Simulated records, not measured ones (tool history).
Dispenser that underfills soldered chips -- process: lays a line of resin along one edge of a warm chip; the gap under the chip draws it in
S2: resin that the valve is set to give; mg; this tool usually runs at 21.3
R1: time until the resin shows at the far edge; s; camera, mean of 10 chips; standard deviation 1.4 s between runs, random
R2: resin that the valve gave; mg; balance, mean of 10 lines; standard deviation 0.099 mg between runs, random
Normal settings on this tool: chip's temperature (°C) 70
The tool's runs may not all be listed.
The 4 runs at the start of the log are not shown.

run 5 day=1.996 | chip's_temperature_(°C)=70 S2=26 | R1=306.9 R2=25.09
-- day=2.125 new syringe of resin
run 6 day=2.521 | chip's_temperature_(°C)=70 S2=26 | R1=248.7 R2=24.83
-- day=2.796 new syringe of resin
run 7 day=2.829 | chip's_temperature_(°C)=70 S2=20.5 | R1=150.9 R2=19.31
-- day=3.221 dispensing valve cleaned and set on the balance
run 8 day=3.425 | chip's_temperature_(°C)=70 S2=20.5 | R1=317.4 R2=20.35
-- day=3.525 new syringe of resin
run 9 day=3.871 | chip's_temperature_(°C)=70 S2=20.5 | R1=232.7 R2=20.26
-- day=4.2 new syringe of resin
run 10 day=4.2 | chip's_temperature_(°C)=70 S2=20.5 | R1=141.4 R2=20.15
run 11 day=4.6 | chip's_temperature_(°C)=70 S2=20.5 | R1=249 R2=19.85
-- day=4.896 new syringe of resin
run 12 day=5.092 | chip's_temperature_(°C)=70 S2=20.5 | R1=195 R2=19.74
-- day=5.583 new syringe of resin
run 13 day=5.696 | chip's_temperature_(°C)=70 S2=21.3 | R1=171.7 R2=20.6
run 14 day=6.146 | chip's_temperature_(°C)=70 S2=21.3 | R1=321.2 R2=20.34
-- day=6.25 new syringe of resin
run 15 day=6.633 | chip's_temperature_(°C)=70 S2=21.3 | R1=243 R2=20.25
-- day=6.875 dispensing valve cleaned and set on the balance
-- day=6.975 new syringe of resin
run 16 day=7.179 | chip's_temperature_(°C)=70 S2=21.3 | R1=191.9 R2=21.41
run 17 day=7.533 | chip's_temperature_(°C)=70 S2=26.9 | R1=311.1 R2=26.75
-- day=7.675 new syringe of resin
run 18 day=7.825 | chip's_temperature_(°C)=77 S2=26.6 | R1=134.2 R2=26.42
run 19 day=8.183 | chip's_temperature_(°C)=77 S2=26.6 | R1=224.4 R2=26.14
-- day=8.367 new syringe of resin
run 20 day=8.558 | chip's_temperature_(°C)=56 S2=22.3 | R1=341.8 R2=22
run 21 day=8.854 | chip's_temperature_(°C)=69 S2=22.8 | R1=303 R2=22.28
-- day=9.058 new syringe of resin
run 22 day=9.196 | chip's_temperature_(°C)=77 S2=18.7 | R1=138.2 R2=18.15
run 23 day=9.671 | chip's_temperature_(°C)=77 S2=18.7 | R1=273.7 R2=17.72
-- day=9.746 new syringe of resin
run 24 day=9.971 | chip's_temperature_(°C)=66 S2=18.7 | R1=239.8 R2=18.05
-- day=10.429 new syringe of resin
run 25 day=10.433 | chip's_temperature_(°C)=66 S2=19.6 | R1=172.2 R2=18.48
-- day=10.542 dispensing valve cleaned and set on the balance
run 26 day=11.038 | chip's_temperature_(°C)=66 S2=19.6 | R1=380.5 R2=19.3
-- day=11.138 new syringe of resin
run 27 day=11.45 | chip's_temperature_(°C)=74 S2=25.4 | R1=194.1 R2=25.11

Expected results for the next run?
-- day=11.808 new syringe of resin
run 28 day=11.996 | chip's_temperature_(°C)=74 S2=25.4 | R1=? R2=?

R1: 163 s
R2: 24.56 mg
Had the tool carried no hidden state, the very same run would have given R1 115.6 s, R2 25.14 mg.
